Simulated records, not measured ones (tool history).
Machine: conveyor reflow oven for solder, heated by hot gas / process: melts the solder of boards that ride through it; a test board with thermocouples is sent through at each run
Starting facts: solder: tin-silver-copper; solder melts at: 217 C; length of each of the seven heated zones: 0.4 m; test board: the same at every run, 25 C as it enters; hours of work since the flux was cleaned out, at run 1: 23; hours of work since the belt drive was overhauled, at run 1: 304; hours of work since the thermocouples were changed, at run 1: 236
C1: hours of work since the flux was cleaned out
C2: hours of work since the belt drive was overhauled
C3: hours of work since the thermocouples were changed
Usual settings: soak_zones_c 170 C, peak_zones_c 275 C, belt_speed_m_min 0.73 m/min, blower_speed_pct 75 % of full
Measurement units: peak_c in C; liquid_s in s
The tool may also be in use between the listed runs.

run 1 hour=0.0 | soak_zones_c=170 peak_zones_c=275 belt_speed_m_min=0.73 blower_speed_pct=75 | C1=23 C2=304 C3=236 | peak_c=265.9 liquid_s=56.7
run 2 hour=5.6 | soak_zones_c=170 peak_zones_c=275 belt_speed_m_min=0.73 blower_speed_pct=75 | C1=27 C2=308 C3=240 | peak_c=265.4 liquid_s=56.6
run 3 hour=17.3 | soak_zones_c=170 peak_zones_c=275 belt_speed_m_min=0.73 blower_speed_pct=75 | C1=35 C2=316 C3=248 | peak_c=265.1 liquid_s=56.4
run 4 hour=28.2 | soak_zones_c=170 peak_zones_c=275 belt_speed_m_min=0.73 blower_speed_pct=75 | C1=43 C2=323 C3=255 | peak_c=265.6 liquid_s=56.6
run 5 hour=38.0 | soak_zones_c=170 peak_zones_c=275 belt_speed_m_min=0.73 blower_speed_pct=75 | C1=49 C2=330 C3=262 | peak_c=265.7 liquid_s=56.3
run 6 hour=44.5 | soak_zones_c=170 peak_zones_c=275 belt_speed_m_min=0.73 blower_speed_pct=75 | C1=54 C2=334 C3=266 | peak_c=265.2 liquid_s=56.1
run 7 hour=52.5 | soak_zones_c=170 peak_zones_c=275 belt_speed_m_min=0.73 blower_speed_pct=75 | C1=59 C2=340 C3=272 | peak_c=265.7 liquid_s=56.2
run 8 hour=58.5 | soak_zones_c=170 peak_zones_c=275 belt_speed_m_min=0.73 blower_speed_pct=70 | C1=63 C2=344 C3=276 | peak_c=264.1 liquid_s=55.9

Run 9 has not been measured yet. What should we expect?
run 9 hour=65.1 | soak_zones_c=170 peak_zones_c=275 belt_speed_m_min=0.73 blower_speed_pct=70 | C1=68 C2=349 C3=280 | peak_c=? liquid_s=?

peak_c: 265.0 C
liquid_s: 56.0 s
Take away the tool's hidden state, keep the run-to-run variation as it was, and the same run would have given peak_c 265.0 C, liquid_s 56.0 s.

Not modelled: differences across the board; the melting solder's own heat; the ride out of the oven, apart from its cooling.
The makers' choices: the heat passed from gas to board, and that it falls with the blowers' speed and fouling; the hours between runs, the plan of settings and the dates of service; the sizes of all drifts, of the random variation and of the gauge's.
